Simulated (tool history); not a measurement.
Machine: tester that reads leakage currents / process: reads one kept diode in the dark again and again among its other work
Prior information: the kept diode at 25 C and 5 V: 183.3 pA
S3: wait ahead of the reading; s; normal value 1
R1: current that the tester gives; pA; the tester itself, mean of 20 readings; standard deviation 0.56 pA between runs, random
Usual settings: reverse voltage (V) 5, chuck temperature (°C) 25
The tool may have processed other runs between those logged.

run 1 hour=0 | reverse_voltage_(V)=5 chuck_temperature_(°C)=25 S3=1 | R1=180.54
run 2 hour=176.9 | reverse_voltage_(V)=5 chuck_temperature_(°C)=25 S3=1 | R1=177
run 3 hour=276.1 | reverse_voltage_(V)=5 chuck_temperature_(°C)=25 S3=1 | R1=175.97
-- hour=290.4 chuck's temperature calibrated
run 4 hour=379.3 | reverse_voltage_(V)=5 chuck_temperature_(°C)=25 S3=1 | R1=187.85
run 5 hour=488.7 | reverse_voltage_(V)=5 chuck_temperature_(°C)=25 S3=1 | R1=186.84
run 6 hour=568.6 | reverse_voltage_(V)=5 chuck_temperature_(°C)=25 S3=1 | R1=185.9
run 7 hour=726.2 | reverse_voltage_(V)=5 chuck_temperature_(°C)=25 S3=1 | R1=183.84
run 8 hour=845.7 | reverse_voltage_(V)=5 chuck_temperature_(°C)=25 S3=1 | R1=181.85
run 9 hour=1009.4 | reverse_voltage_(V)=5 chuck_temperature_(°C)=25 S3=1 | R1=181.45
run 10 hour=1099 | reverse_voltage_(V)=5 chuck_temperature_(°C)=25 S3=1 | R1=180.65
run 11 hour=1192.3 | reverse_voltage_(V)=16.51 chuck_temperature_(°C)=25 S3=1 | R1=350.45
-- hour=1270.6 chuck's temperature calibrated
run 12 hour=1322.6 | reverse_voltage_(V)=5 chuck_temperature_(°C)=25 S3=1 | R1=185.66
run 13 hour=1433.7 | reverse_voltage_(V)=5 chuck_temperature_(°C)=25 S3=1 | R1=184.36
-- hour=1476.5 probe card cleaned and baked
run 14 hour=1519.5 | reverse_voltage_(V)=2.53 chuck_temperature_(°C)=25 S3=1 | R1=122.97
run 15 hour=1639.3 | reverse_voltage_(V)=2.53 chuck_temperature_(°C)=25 S3=1 | R1=122.16
-- hour=1671.7 tester calibrated
run 16 hour=1814 | reverse_voltage_(V)=2.41 chuck_temperature_(°C)=25 S3=1 | R1=119.2
run 17 hour=1941.3 | reverse_voltage_(V)=2.41 chuck_temperature_(°C)=25 S3=1 | R1=118.58
run 18 hour=2033.7 | reverse_voltage_(V)=2.41 chuck_temperature_(°C)=25 S3=1 | R1=116.97
run 19 hour=2150.4 | reverse_voltage_(V)=2.41 chuck_temperature_(°C)=25 S3=1 | R1=116.7
run 20 hour=2235.1 | reverse_voltage_(V)=2.25 chuck_temperature_(°C)=49 S3=0.36 | R1=751.24
-- hour=2266.5 chuck's temperature calibrated
run 21 hour=2320.9 | reverse_voltage_(V)=2.25 chuck_temperature_(°C)=49 S3=0.36 | R1=809.56
run 22 hour=2427.4 | reverse_voltage_(V)=3.2 chuck_temperature_(°C)=25 S3=5.75 | R1=144.85
run 23 hour=2594.1 | reverse_voltage_(V)=3.2 chuck_temperature_(°C)=25 S3=5.75 | R1=143.11
run 24 hour=2673.5 | reverse_voltage_(V)=1.67 chuck_temperature_(°C)=52 S3=0.67 | R1=836.19
run 25 hour=2819.9 | reverse_voltage_(V)=1.67 chuck_temperature_(°C)=52 S3=0.67 | R1=835.49
run 26 hour=2935.4 | reverse_voltage_(V)=1.67 chuck_temperature_(°C)=52 S3=0.76 | R1=823.38
run 27 hour=3034.7 | reverse_voltage_(V)=1.67 chuck_temperature_(°C)=52 S3=0.76 | R1=818.98
run 28 hour=3156.5 | reverse_voltage_(V)=1.67 chuck_temperature_(°C)=52 S3=0.76 | R1=814.01
-- hour=3247.8 chuck's temperature calibrated
run 29 hour=3323.3 | reverse_voltage_(V)=1.67 chuck_temperature_(°C)=52 S3=0.76 | R1=846.09
run 30 hour=3434.1 | reverse_voltage_(V)=2.63 chuck_temperature_(°C)=34 S3=0.76 | R1=272.98
run 31 hour=3571.1 | reverse_voltage_(V)=13.21 chuck_temperature_(°C)=28 S3=6.45 | R1=393.03
run 32 hour=3704.4 | reverse_voltage_(V)=16.79 chuck_temperature_(°C)=30 S3=9.09 | R1=522.73
run 33 hour=3812.4 | reverse_voltage_(V)=13.36 chuck_temperature_(°C)=25 S3=0.72 | R1=312.15
run 34 hour=3907.6 | reverse_voltage_(V)=13.36 chuck_temperature_(°C)=25 S3=0.72 | R1=308.99
run 35 hour=4032.6 | reverse_voltage_(V)=2.08 chuck_temperature_(°C)=25 S3=0.72 | R1=111.16
run 36 hour=4189.7 | reverse_voltage_(V)=2.58 chuck_temperature_(°C)=47 S3=3.37 | R1=697.65
-- hour=4230.3 chuck's temperature calibrated
run 37 hour=4278.1 | reverse_voltage_(V)=2.58 chuck_temperature_(°C)=47 S3=3.37 | R1=737.27
run 38 hour=4409.4 | reverse_voltage_(V)=2.58 chuck_temperature_(°C)=47 S3=2.46 | R1=735.19

Branching from run 38: 3 alternative next runs. What would each branch give?
run A hour=4549.2 | reverse_voltage_(V)=6.44 chuck_temperature_(°C)=22 S3=1.62 | R1=?
run B hour=4549.2 | reverse_voltage_(V)=2.58 chuck_temperature_(°C)=25 S3=2.28 | R1=?
run C hour=4549.2 | reverse_voltage_(V)=5 chuck_temperature_(°C)=21 S3=1 | R1=?

run=A R1=165.71
run=B R1=128.55
run=C R1=133.93
Stripped of hidden state, with their random variation kept, the same runs would have yielded:
run=A R1=162.16
run=B R1=129.52
run=C R1=131.35
